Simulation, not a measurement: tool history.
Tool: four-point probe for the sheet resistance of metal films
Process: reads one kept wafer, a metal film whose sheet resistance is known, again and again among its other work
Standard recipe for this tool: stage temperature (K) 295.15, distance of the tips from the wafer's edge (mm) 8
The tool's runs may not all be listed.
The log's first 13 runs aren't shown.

run	hour	stage temperature (K)	distance of the tips from the wafer's edge (mm)	touches since the probe head was changed	hours of work since the stage's thermometer was calibrated	sheet resistance as the instrument gives it (ohm/square)
14	842.8	297.15	8	60939	1501	4.704567
15	928.5	297.15	8	64688	1560	4.705824
16	1005.8	297.15	8	68066	1612	4.706267
17	1043.5	295.15	8	69718	1638	4.711397
# hour 1059.4: stage's thermometer calibrated
18	1127.0	295.15	8	73343	46	4.711790
19	1184.5	295.15	27	75861	85	4.697056
20	1243.9	295.15	27	78456	125	4.697780
21	1327.8	295.15	6	82125	182	4.724618
22	1367.3	295.15	6	83854	209	4.726145
23	1443.7	299.15	53	87192	261	4.683178
24	1519.9	299.15	39	90524	313	4.684150
25	1604.3	293.15	8	94215	370	4.719528
26	1647.3	293.15	8	96095	400	4.719962
27	1723.6	293.15	8	99431	451	4.719096
28	1798.7	292.15	11	102718	503	4.714844
29	1841.2	293.15	17	104575	531	4.705865
30	1881.7	301.15	15	106347	559	4.680837
31	1924.0	301.15	15	108195	588	4.681029
32	1965.8	304.15	8	110023	616	4.682542
33	2053.1	304.15	8	113841	676	4.684228
34	2102.0	295.15	8	115980	709	4.712933
35	2178.6	295.15	9	119328	761	4.707503
36	2236.6	298.15	13	121866	800	4.693379
37	2285.1	294.15	40	123988	833	4.701461

The next listed run, before its measurement:
38	2344.0	294.15	40	126561	873	?

{"run 38": {"sheet resistance as the instrument gives it (ohm/square)": 4.702188}}
Minus the tool's unlogged condition, the same run would have read sheet resistance as the instrument gives it (ohm/square) 4.701922.

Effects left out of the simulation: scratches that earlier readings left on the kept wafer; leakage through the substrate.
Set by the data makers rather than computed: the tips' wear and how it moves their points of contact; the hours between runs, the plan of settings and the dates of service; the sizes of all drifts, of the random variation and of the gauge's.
